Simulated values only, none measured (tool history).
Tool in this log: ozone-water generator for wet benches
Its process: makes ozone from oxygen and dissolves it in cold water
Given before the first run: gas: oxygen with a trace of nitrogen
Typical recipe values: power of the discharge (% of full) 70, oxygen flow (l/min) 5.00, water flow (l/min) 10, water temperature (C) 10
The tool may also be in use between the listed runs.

| run | hour | power of the discharge (% of full) | oxygen flow (l/min) | water flow (l/min) | water temperature (C) | dissolved ozone (ppm) | ozone in the gas ahead of the water (g/m3) |
|---|---|---|---|---|---|---|---|
| 1 | 0.0 | 70 | 5.00 | 10 | 10 | 34.1 | 255.6 |
| 2 | 21.4 | 70 | 5.00 | 10 | 10 | 34.4 | 258.2 |
| 3 | 43.6 | 70 | 5.00 | 16 | 10 | 22.5 | 259.6 |
| 4 | 68.1 | 70 | 5.00 | 16 | 10 | 22.5 | 257.2 |
| 5 | 100.4 | 70 | 5.00 | 16 | 10 | 22.4 | 256.2 |
| 6 | 119.3 | 70 | 5.00 | 16 | 10 | 22.4 | 256.3 |
| 7 | 135.1 | 70 | 5.00 | 16 | 10 | 22.3 | 259.5 |
| 8 | 170.0 | 70 | 5.00 | 16 | 10 | 22.3 | 256.3 |
| 9 | 202.3 | 70 | 5.00 | 16 | 10 | 22.3 | 256.6 |
| 10 | 234.6 | 70 | 5.00 | 10 | 10 | 34.1 | 256.3 |
| 11 | 260.3 | 70 | 5.00 | 10 | 10 | 33.9 | 254.4 |
| 12 | 283.3 | 70 | 5.00 | 10 | 10 | 34.2 | 256.0 |
| 13 | 311.5 | 70 | 5.00 | 10 | 10 | 34.3 | 254.2 |
| 14 | 349.2 | 70 | 5.00 | 10 | 10 | 34.2 | 256.4 |
| 15 | 369.6 | 70 | 5.00 | 10 | 10 | 34.1 | 256.0 |
| 16 | 397.5 | 70 | 5.00 | 10 | 10 | 34.5 | 256.0 |
| 17 | 425.5 | 71 | 5.00 | 7 | 10 | 45.6 | 257.4 |
| 18 | 457.0 | 71 | 5.00 | 7 | 10 | 45.6 | 257.8 |
| 19 | 477.4 | 61 | 4.60 | 10 | 10 | 30.2 | 236.4 |
| 20 | 496.0 | 93 | 6.12 | 11 | 6 | 42.7 | 295.0 |
|  | 502.5 | contactor cleaned |
| 21 | 521.3 | 93 | 6.12 | 11 | 6 | 42.5 | 293.4 |
| 22 | 537.0 | 54 | 6.12 | 11 | 14 | 24.5 | 198.0 |
| 23 | 566.8 | 54 | 6.12 | 11 | 14 | 24.5 | 199.1 |
| 24 | 598.0 | 70 | 5.62 | 10 | 10 | 34.0 | 247.0 |
| 25 | 620.1 | 45 | 5.00 | 12 | 10 | 20.7 | 184.1 |
| 26 | 640.2 | 45 | 5.00 | 12 | 10 | 21.0 | 185.3 |
| 27 | 671.4 | 45 | 5.00 | 12 | 10 | 20.8 | 184.4 |
|  | 680.9 | contactor cleaned, once more |
| 28 | 709.0 | 45 | 2.56 | 12 | 11 | 17.8 | 228.7 |
| 29 | 731.1 | 45 | 2.56 | 12 | 11 | 17.9 | 228.4 |

Branching from run 29: 4 alternative next runs. What would each branch give?
| A | 768.9 | 46 | 5.00 | 9 | 10 | ? | ? |
| B | 768.9 | 70 | 3.55 | 10 | 10 | ? | ? |
| C | 768.9 | 70 | 5.00 | 14 | 7 | ? | ? |
| D | 768.9 | 55 | 6.00 | 12 | 11 | ? | ? |

| run | dissolved ozone (ppm) | ozone in the gas ahead of the water (g/m3) |
|---|---|---|
| A | 27.9 | 187.0 |
| B | 32.8 | 282.6 |
| C | 27.2 | 256.4 |
| D | 25.2 | 202.5 |
Take away the tool's hidden state, keep each run's random variation, and the runs would have read:
| run | dissolved ozone (ppm) | ozone in the gas ahead of the water (g/m3) |
|---|---|---|
| A | 28.4 | 189.5 |
| B | 33.5 | 287.9 |
| C | 27.8 | 261.2 |
| D | 25.7 | 205.6 |

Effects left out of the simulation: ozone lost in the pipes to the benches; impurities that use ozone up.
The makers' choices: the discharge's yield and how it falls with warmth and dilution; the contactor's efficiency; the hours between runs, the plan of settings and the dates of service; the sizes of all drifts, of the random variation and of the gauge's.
